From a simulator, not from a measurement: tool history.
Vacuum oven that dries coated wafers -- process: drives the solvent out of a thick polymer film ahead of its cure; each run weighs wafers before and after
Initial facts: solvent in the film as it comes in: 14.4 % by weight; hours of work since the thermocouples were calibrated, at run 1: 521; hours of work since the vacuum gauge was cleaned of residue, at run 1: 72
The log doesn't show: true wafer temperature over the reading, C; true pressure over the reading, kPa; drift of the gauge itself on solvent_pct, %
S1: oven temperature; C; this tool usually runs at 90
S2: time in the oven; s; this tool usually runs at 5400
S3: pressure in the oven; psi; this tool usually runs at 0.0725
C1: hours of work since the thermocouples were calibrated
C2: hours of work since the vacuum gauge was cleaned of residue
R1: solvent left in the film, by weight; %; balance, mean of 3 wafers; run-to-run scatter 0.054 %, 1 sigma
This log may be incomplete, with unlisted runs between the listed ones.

Run 1, day 0.000: usual settings; C1 521; C2 72. Result: R1 1.97 %.
Run 2, day 0.362: usual settings; C1 527; C2 78. Result: R1 2.04 %.
Run 3, day 0.688: usual settings; C1 532; C2 83. Result: R1 2.05 %.
Run 4, day 1.192: usual settings but S1 89 C; C1 540; C2 91. Result: R1 2.24 %.
Run 5, day 1.529: usual settings but S1 89 C; C1 545; C2 96. Result: R1 2.30 %.
Run 6, day 2.188: usual settings but S1 89 C; C1 556; C2 107. Result: R1 2.31 %.
Run 7, day 2.633: usual settings but S1 89 C; C1 562; C2 114. Result: R1 2.26 %.
Run 8, day 3.017: usual settings; C1 568; C2 120. Result: R1 2.03 %.
At day 3.121: vacuum gauge cleaned of residue and calibrated.
Run 9, day 3.683: usual settings; C1 578; C2 9. Result: R1 2.03 %.
Run 10, day 4.196: usual settings; C1 586; C2 17. Result: R1 2.03 %.
Run 11, day 4.608: usual settings but S2 4080 s; C1 593; C2 23. Result: R1 2.97 %.
Run 12, day 4.979: usual settings but S2 4080 s; C1 598; C2 29. Result: R1 2.93 %.
Run 13, day 5.417: usual settings; C1 605; C2 36. Result: R1 2.02 %.
Run 14, day 6.042: usual settings but S3 0.1827 psi; C1 615; C2 46. Result: R1 3.01 %.
Run 15, day 6.688: usual settings but S3 0.1827 psi; C1 625; C2 56. Result: R1 2.92 %.
At day 7.367: vacuum gauge cleaned of residue and calibrated, once more.
Run 16, day 7.462: usual settings but S3 0.1827 psi; C1 636; C2 2. Result: R1 2.92 %.
Run 17, day 8.117: usual settings but S1 94 C, S2 3240 s, S3 0.1326 psi; C1 647; C2 12. Result: R1 3.20 %.
Run 18, day 8.488: usual settings but S1 94 C, S2 4500 s, S3 0.1326 psi; C1 653; C2 18. Result: R1 2.14 %.

Predict the results of run 19:
Run 19, day 8.796: usual settings but S1 94 C, S2 4500 s, S3 0.1326 psi; C1 657; C2 22. Result: R1 ?.

Run 19 measured R1 2.13 %.
Take away the tool's hidden state, keep the run-to-run variation as it was, and the same run would have given R1 2.24 %.
